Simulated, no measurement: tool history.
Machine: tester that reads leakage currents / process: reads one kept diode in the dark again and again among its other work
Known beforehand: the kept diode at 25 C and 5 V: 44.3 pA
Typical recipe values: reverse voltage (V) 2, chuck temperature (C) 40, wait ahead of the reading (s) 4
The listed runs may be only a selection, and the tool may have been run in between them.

run	hour	reverse voltage (V)	chuck temperature (C)	wait ahead of the reading (s)	current that the tester gives (pA)
1	0	2	40	4	99.68
2	63.9	2	40	4	99.34
3	107	2	40	2.02	100.14
4	140.9	2	40	4	99.46
5	184.8	2	40	4	99.38
6	242.9	2	40	4	99.37
7	269.4	2	40	4	99.46
8	319.6	1.16	40	4	81.45
9	347	1.16	40	4	81.55
10	403.7	2	40	5.77	99.91
11	467.7	2	40	5.77	99.25
12	504.8	2	40	5.77	99.4
13	533.2	2	20	4	22.22
14	575.8	2	20	1.65	22.34
15	603.4	2	20	1.65	22.24
16	655.6	2	20	1.65	22.39
17	694.5	2	20	1.65	22.43
18	721.5	2	20	1.65	22.44
19	752.9	2	20	1.65	22.41
20	780.4	2	52	4	231.8
21	819.3	2.51	39	0.36	101.65
22	860.9	2.51	39	0.36	101.33
23	925	1.16	22	3.54	20.74
24	963.3	2.46	24	4	33.23
25	1016.8	10.28	24	2.03	66.33
26	1058.7	10.28	24	2.03	67.2
27	1105.1	4.43	24	2.03	43.9
28	1162.2	4.43	24	2.03	43.9
29	1220.4	16.14	32	2.37	139.41
30	1277.8	3.12	40	0.42	118.07
31	1332.7	3.12	26	0.42	43.87
32	1389.3	19.78	33	0.42	170.63
33	1444.4	3.12	40	2.14	117.61
34	1494	4.46	34	0.52	89.59
35	1545.6	1.52	34	0.52	57.37
36	1579.1	13.35	29	4	108.5
37	1631.8	6.85	20	0.53	46.3
38	1694	6.85	20	0.53	46.59
39	1725.2	6.85	20	0.53	46.85
40	1771.9	1.19	52	4	188.69

4 options for the next run, each taken on its own from the tool as it stands now. Forecast them:
A	1833.4	2.33	59	0.82	?
B	1833.4	1.7	40	4	?
C	1833.4	4.37	59	0.58	?
D	1833.4	4.22	21	4.93	?

run	current that the tester gives (pA)
A	386.64
B	92.25
C	484.95
D	36.86
With no hidden state in the tool, these same runs would have given:
run	current that the tester gives (pA)
A	419.32
B	98.04
C	522.06
D	30.02
